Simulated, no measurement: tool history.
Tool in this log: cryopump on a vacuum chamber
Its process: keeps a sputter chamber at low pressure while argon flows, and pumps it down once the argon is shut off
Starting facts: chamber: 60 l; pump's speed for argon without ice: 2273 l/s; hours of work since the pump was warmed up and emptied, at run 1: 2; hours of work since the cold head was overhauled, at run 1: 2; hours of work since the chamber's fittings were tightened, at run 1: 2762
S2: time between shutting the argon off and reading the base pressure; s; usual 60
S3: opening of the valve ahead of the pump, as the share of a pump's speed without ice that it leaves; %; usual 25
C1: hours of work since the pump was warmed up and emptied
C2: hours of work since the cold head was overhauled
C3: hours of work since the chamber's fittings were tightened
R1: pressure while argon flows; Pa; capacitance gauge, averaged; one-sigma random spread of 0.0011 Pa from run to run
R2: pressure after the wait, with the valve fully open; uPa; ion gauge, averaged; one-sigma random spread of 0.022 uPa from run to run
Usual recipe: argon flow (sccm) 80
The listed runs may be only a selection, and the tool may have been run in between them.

run 1 hour=0 | argon_flow_(sccm)=80 S2=60 S3=25 | C1=2 C2=2 C3=2762 | R1=0.2384 R2=1.59
run 2 hour=6.5 | argon_flow_(sccm)=80 S2=60 S3=25 | C1=8 C2=8 C3=2768 | R1=0.2391 R2=1.64
run 3 hour=19.4 | argon_flow_(sccm)=80 S2=60 S3=25 | C1=19 C2=19 C3=2780 | R1=0.2387 R2=1.61
run 4 hour=27.8 | argon_flow_(sccm)=80 S2=60 S3=25 | C1=27 C2=27 C3=2787 | R1=0.2387 R2=1.55
run 5 hour=40.5 | argon_flow_(sccm)=80 S2=24 S3=25 | C1=38 C2=38 C3=2798 | R1=0.2398 R2=2.45
run 6 hour=55.9 | argon_flow_(sccm)=102 S2=60 S3=25 | C1=51 C2=51 C3=2812 | R1=0.3059 R2=1.58
run 7 hour=65.9 | argon_flow_(sccm)=155 S2=60 S3=25 | C1=60 C2=60 C3=2821 | R1=0.4622 R2=1.67
run 8 hour=81.8 | argon_flow_(sccm)=155 S2=60 S3=25 | C1=74 C2=74 C3=2835 | R1=0.4621 R2=1.61
run 9 hour=95.9 | argon_flow_(sccm)=155 S2=60 S3=25 | C1=87 C2=87 C3=2847 | R1=0.4621 R2=1.61
run 10 hour=111.8 | argon_flow_(sccm)=155 S2=60 S3=25 | C1=101 C2=101 C3=2862 | R1=0.465 R2=1.64
run 11 hour=121.3 | argon_flow_(sccm)=155 S2=60 S3=31 | C1=109 C2=109 C3=2870 | R1=0.3758 R2=1.67
run 12 hour=131.4 | argon_flow_(sccm)=80 S2=60 S3=25 | C1=118 C2=118 C3=2879 | R1=0.2415 R2=1.71
run 13 hour=142.8 | argon_flow_(sccm)=80 S2=60 S3=25 | C1=129 C2=129 C3=2889 | R1=0.2425 R2=1.68
run 14 hour=157.6 | argon_flow_(sccm)=80 S2=60 S3=25 | C1=142 C2=142 C3=2902 | R1=0.2396 R2=1.62
run 15 hour=166 | argon_flow_(sccm)=80 S2=60 S3=25 | C1=149 C2=149 C3=2910 | R1=0.2405 R2=1.67
run 16 hour=177.2 | argon_flow_(sccm)=103 S2=60 S3=25 | C1=159 C2=159 C3=2919 | R1=0.3099 R2=1.69
run 17 hour=190.4 | argon_flow_(sccm)=93 S2=60 S3=25 | C1=171 C2=171 C3=2931 | R1=0.2805 R2=1.69
run 18 hour=197.2 | argon_flow_(sccm)=93 S2=60 S3=25 | C1=177 C2=177 C3=2937 | R1=0.2821 R2=1.66
run 19 hour=205.6 | argon_flow_(sccm)=80 S2=92 S3=25 | C1=184 C2=184 C3=2945 | R1=0.2407 R2=1.54
run 20 hour=214.2 | argon_flow_(sccm)=96 S2=109 S3=31 | C1=192 C2=192 C3=2952 | R1=0.2353 R2=1.54
run 21 hour=222.4 | argon_flow_(sccm)=96 S2=109 S3=31 | C1=199 C2=199 C3=2960 | R1=0.2348 R2=1.46
run 22 hour=232.7 | argon_flow_(sccm)=59 S2=44 S3=31 | C1=208 C2=208 C3=2969 | R1=0.1454 R2=1.89
run 23 hour=239.5 | argon_flow_(sccm)=120 S2=85 S3=25 | C1=214 C2=214 C3=2975 | R1=0.3602 R2=1.56
run 24 hour=255.4 | argon_flow_(sccm)=80 S2=60 S3=30 | C1=228 C2=228 C3=2989 | R1=0.2039 R2=1.74
run 25 hour=262.8 | argon_flow_(sccm)=43 S2=60 S3=17 | C1=235 C2=235 C3=2995 | R1=0.1902 R2=1.73
run 26 hour=276.8 | argon_flow_(sccm)=70 S2=60 S3=29 | C1=247 C2=247 C3=3008 | R1=0.184 R2=1.72
run 27 hour=288.4 | argon_flow_(sccm)=147 S2=59 S3=47 | C1=258 C2=258 C3=3018 | R1=0.2414 R2=1.76
run 28 hour=297.3 | argon_flow_(sccm)=145 S2=59 S3=25 | C1=265 C2=265 C3=3026 | R1=0.4402 R2=1.74
run 29 hour=311.8 | argon_flow_(sccm)=96 S2=32 S3=25 | C1=278 C2=278 C3=3039 | R1=0.2938 R2=2.17
run 30 hour=325.9 | argon_flow_(sccm)=80 S2=60 S3=33 | C1=291 C2=291 C3=3051 | R1=0.1857 R2=1.85
run 31 hour=339.8 | argon_flow_(sccm)=135 S2=149 S3=33 | C1=303 C2=303 C3=3064 | R1=0.3147 R2=1.41
run 32 hour=351.7 | argon_flow_(sccm)=135 S2=149 S3=33 | C1=314 C2=314 C3=3074 | R1=0.3122 R2=1.45
run 33 hour=361.8 | argon_flow_(sccm)=135 S2=149 S3=33 | C1=323 C2=323 C3=3083 | R1=0.3144 R2=1.46
run 34 hour=370.4 | argon_flow_(sccm)=135 S2=149 S3=33 | C1=330 C2=330 C3=3091 | R1=0.3169 R2=1.57
run 35 hour=378.4 | argon_flow_(sccm)=155 S2=97 S3=25 | C1=337 C2=337 C3=3098 | R1=0.4731 R2=1.6

Here are 3 independent what-if runs from the current tool condition. What would each one return?
run A hour=389.4 | argon_flow_(sccm)=72 S2=127 S3=49 | C1=347 C2=347 C3=3108 | R1=? R2=?
run B hour=389.4 | argon_flow_(sccm)=80 S2=74 S3=17 | C1=347 C2=347 C3=3108 | R1=? R2=?
run C hour=389.4 | argon_flow_(sccm)=142 S2=154 S3=25 | C1=347 C2=347 C3=3108 | R1=? R2=?

run=A R1=0.1158 R2=1.52
run=B R1=0.3553 R2=1.72
run=C R1=0.4333 R2=1.51
What these runs would have given with no unlogged condition in the tool:
run=A R1=0.1091 R2=0.38
run=B R1=0.3479 R2=0.56
run=C R1=0.42 R2=0.33
